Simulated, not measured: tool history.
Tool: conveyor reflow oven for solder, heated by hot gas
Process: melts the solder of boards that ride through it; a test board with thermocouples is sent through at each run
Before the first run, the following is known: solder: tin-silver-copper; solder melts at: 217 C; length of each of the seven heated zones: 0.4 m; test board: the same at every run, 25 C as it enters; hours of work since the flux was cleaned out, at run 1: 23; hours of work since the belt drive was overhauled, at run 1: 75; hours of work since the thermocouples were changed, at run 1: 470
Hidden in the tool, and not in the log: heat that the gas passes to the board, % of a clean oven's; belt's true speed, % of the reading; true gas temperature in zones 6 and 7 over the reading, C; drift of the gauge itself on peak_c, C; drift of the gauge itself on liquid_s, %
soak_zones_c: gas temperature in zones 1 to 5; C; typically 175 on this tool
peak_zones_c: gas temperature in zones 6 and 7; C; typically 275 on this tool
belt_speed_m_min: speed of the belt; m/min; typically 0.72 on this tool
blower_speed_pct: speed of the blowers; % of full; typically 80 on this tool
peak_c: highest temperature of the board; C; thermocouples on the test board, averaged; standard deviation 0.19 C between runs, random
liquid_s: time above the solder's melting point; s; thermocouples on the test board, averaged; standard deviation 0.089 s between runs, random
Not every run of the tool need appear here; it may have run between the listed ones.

run,hour,soak_zones_c,peak_zones_c,belt_speed_m_min,blower_speed_pct,hours of work since the flux was cleaned out,hours of work since the belt drive was overhauled,hours of work since the thermocouples were changed,peak_c,liquid_s
1,0,175,275,0.72,80,23,75,470,259.1,54.68
2,8.9,175,275,0.72,80,28,80,474,259.1,54.64
3,15.5,175,275,0.583,80,32,84,478,264.8,71.72
4,29.8,175,275,0.583,80,39,91,486,264.7,71.76
5,37.7,175,275,0.583,80,44,96,490,264.8,71.66
6,49.1,175,275,0.583,80,50,102,496,264.4,71.75
7,62.5,175,275,0.72,81,57,109,504,258.8,54.64
8,74.9,175,275,0.72,81,64,116,510,259,54.83
9,81.5,175,275,0.72,81,67,119,514,258.9,54.81
10,92.6,175,275,0.72,81,73,125,520,259,54.6
11,100,175,275,0.72,81,77,129,524,259.1,54.7
12,111.4,175,275,0.72,81,84,136,530,259,54.68
13,120.4,177,275,0.72,80,88,140,535,259,55.22
14,132.3,177,275,0.72,80,95,147,541,259,55.16
15,141,175,275,0.72,80,100,152,546,258.5,54.46
16,154.6,175,275,0.72,80,107,159,553,258.6,54.39
17,165.9,188,274,0.621,80,113,165,560,263.1,70.85
18,178,179,274,0.621,78,120,172,566,261.7,67.1
19,185.9,162,287,0.72,80,124,176,570,267.1,54.88
20,197.4,181,269,0.62,65,130,182,577,255.6,63.87
21,209.3,181,275,0.722,80,137,189,583,259.3,56.58
22,216.6,181,275,0.722,80,141,193,587,259.3,56.53
23,228.2,175,275,0.72,55,147,199,593,252.2,49.56
24,235.9,175,274,0.681,55,151,203,597,253.4,53.51
25,242.9,175,273,0.843,80,155,207,601,251.5,41.89
26,250.9,175,289,0.715,80,159,211,606,271.4,60.61
27,262.4,177,272,0.715,80,165,217,612,255.8,54.27
28,272.9,179,272,0.715,66,171,223,617,253.4,52.78
29,279.5,179,272,0.715,66,175,227,621,253.3,52.55
30,291.9,179,272,0.715,66,181,233,628,253.5,52.72
31,304.1,179,272,0.715,66,188,240,634,253.2,52.74
32,319,172,271,0.84,66,196,248,642,245.2,36.61

The logged runs with the hidden state left out (each run's random variation unchanged):
run,peak_c,liquid_s
1,260.9,55.39
2,260.9,55.36
3,266.7,72.38
4,266.6,72.44
5,266.8,72.34
6,266.4,72.44
7,260.8,55.43
8,261.1,55.64
9,261,55.63
10,261.2,55.44
11,261.2,55.55
12,261.1,55.54
13,261.2,56.08
14,261.3,56.03
15,260.8,55.38
16,260.9,55.32
17,265.4,71.5
18,264.1,67.94
19,269.7,55.75
20,257.9,64.97
21,261.7,57.5
22,261.8,57.45
23,254.5,50.88
24,255.8,54.83
25,254.1,43.18
26,274.1,61.33
27,258.5,55.43
28,256,54.06
29,255.9,53.84
30,256.2,54.04
31,255.8,54.08
32,248,38.39

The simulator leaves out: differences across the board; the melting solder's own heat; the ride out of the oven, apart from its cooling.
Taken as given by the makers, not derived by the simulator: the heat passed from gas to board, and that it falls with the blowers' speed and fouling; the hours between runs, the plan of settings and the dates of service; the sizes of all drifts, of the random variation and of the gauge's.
